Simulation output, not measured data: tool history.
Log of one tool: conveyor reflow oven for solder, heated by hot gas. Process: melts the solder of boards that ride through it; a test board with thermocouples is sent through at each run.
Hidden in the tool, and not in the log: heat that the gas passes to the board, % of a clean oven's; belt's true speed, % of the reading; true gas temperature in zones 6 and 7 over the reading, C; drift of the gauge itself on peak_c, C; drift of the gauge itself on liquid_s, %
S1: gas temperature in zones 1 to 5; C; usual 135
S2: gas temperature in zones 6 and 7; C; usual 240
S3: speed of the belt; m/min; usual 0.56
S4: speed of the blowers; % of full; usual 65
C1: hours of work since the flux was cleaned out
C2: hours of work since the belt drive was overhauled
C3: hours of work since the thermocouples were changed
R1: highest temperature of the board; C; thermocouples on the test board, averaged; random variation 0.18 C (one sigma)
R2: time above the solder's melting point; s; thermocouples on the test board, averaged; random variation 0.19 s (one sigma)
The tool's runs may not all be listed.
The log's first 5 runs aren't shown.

Run 6, hour 51.9: usual settings but S4 72 % of full; C1 209; C2 113; C3 444. Result: R1 215.8 C, R2 61 s.
Run 7, hour 58.2: usual settings but S3 0.484 m/min; C1 213; C2 116; C3 448. Result: R1 219.5 C, R2 74.9 s.
Run 8, hour 65.2: usual settings; C1 217; C2 121; C3 452. Result: R1 214.5 C, R2 58.9 s.
Run 9, hour 78.2: usual settings but S1 140 C; C1 225; C2 128; C3 460. Result: R1 215.7 C, R2 62.1 s.
Run 10, hour 89.6: usual settings; C1 231; C2 135; C3 466. Result: R1 214.1 C, R2 59.1 s.
Run 11, hour 97.8: usual settings; C1 236; C2 140; C3 471. Result: R1 214.4 C, R2 58.4 s.
Run 12, hour 107.1: usual settings; C1 242; C2 145; C3 477. Result: R1 214.2 C, R2 58.9 s.
Run 13, hour 115.6: usual settings; C1 247; C2 150; C3 482. Result: R1 213.9 C, R2 58.6 s.
Run 14, hour 127.3: usual settings; C1 254; C2 157; C3 489. Result: R1 214 C, R2 59.1 s.
Run 15, hour 138.3: usual settings but S3 0.478 m/min; C1 260; C2 164; C3 495. Result: R1 220.2 C, R2 76.5 s.
Run 16, hour 153.7: usual settings but S2 250 C, S4 78 % of full; C1 269; C2 173; C3 504. Result: R1 225.2 C, R2 68.6 s.
Run 17, hour 162.4: usual settings but S1 121 C, S2 249 C, S3 0.572 m/min; C1 274; C2 178; C3 510. Result: R1 216.8 C, R2 55.1 s.
Run 18, hour 177.7: usual settings but S1 121 C, S2 235 C, S3 0.564 m/min, S4 53 % of full; C1 283; C2 187; C3 519. Result: R1 202.5 C, R2 38.4 s.
Run 19, hour 185.7: usual settings but S1 121 C, S2 235 C, S3 0.564 m/min, S4 53 % of full; C1 288; C2 192; C3 523. Result: R1 202 C, R2 39.2 s.
Run 20, hour 199.9: usual settings but S1 121 C, S2 235 C, S3 0.564 m/min, S4 53 % of full; C1 297; C2 200; C3 532. Result: R1 202.2 C, R2 38.6 s.
Run 21, hour 206.6: usual settings but S1 143 C, S2 235 C, S3 0.617 m/min, S4 53 % of full; C1 301; C2 204; C3 536. Result: R1 204.4 C, R2 44.1 s.
Run 22, hour 213.8: usual settings but S1 143 C, S2 246 C, S3 0.578 m/min, S4 53 % of full; C1 305; C2 208; C3 540. Result: R1 215.4 C, R2 60.8 s.
Run 23, hour 223.3: usual settings but S1 143 C, S2 246 C, S3 0.578 m/min, S4 53 % of full; C1 310; C2 214; C3 546. Result: R1 215.4 C, R2 60.7 s.
Run 24, hour 233: usual settings but S1 143 C, S2 246 C, S3 0.578 m/min, S4 53 % of full; C1 316; C2 220; C3 551. Result: R1 215.4 C, R2 60.6 s.
Run 25, hour 240.7: usual settings but S3 0.55 m/min, S4 67 % of full; C1 321; C2 224; C3 556. Result: R1 214.7 C, R2 60.7 s.
At hour 258.7: flux residue cleaned out of gas plates and filters.
Run 26, hour 260.3: usual settings but S3 0.55 m/min, S4 67 % of full; C1 1; C2 233; C3 564. Result: R1 217.1 C, R2 63.3 s.
Run 27, hour 273: usual settings but S2 253 C, S3 0.636 m/min, S4 67 % of full; C1 8; C2 240; C3 572. Result: R1 221.2 C, R2 57.6 s.
Run 28, hour 286.9: usual settings but S3 0.638 m/min, S4 58 % of full; C1 17; C2 249; C3 580. Result: R1 208.3 C, R2 44.6 s.
Run 29, hour 297.8: usual settings but S1 150 C, S3 0.596 m/min; C1 23; C2 255; C3 587. Result: R1 216.5 C, R2 63.7 s.
Run 30, hour 305.4: usual settings but S1 150 C, S3 0.596 m/min; C1 28; C2 260; C3 591. Result: R1 216.7 C, R2 63.7 s.

Forecast each of these 3 alternatives for the next run:
Run A, hour 313.2: usual settings but S1 124 C, S3 0.596 m/min; C1 32; C2 264; C3 596. Result: R1 ?, R2 ?.
Run B, hour 313.2: usual settings but S1 150 C, S3 0.546 m/min; C1 32; C2 264; C3 596. Result: R1 ?, R2 ?.
Run C, hour 313.2: usual settings but S1 150 C, S3 0.596 m/min, S4 85 % of full; C1 32; C2 264; C3 596. Result: R1 ?, R2 ?.

run     R1    R2
  A  210.4  47.6
  B  219.6  72.9
  C  220.6  67.7
Without the tool's hidden state the same runs would have given:
run     R1    R2
  A  211.5  48.4
  B  220.8  73.3
  C  221.8  68.1
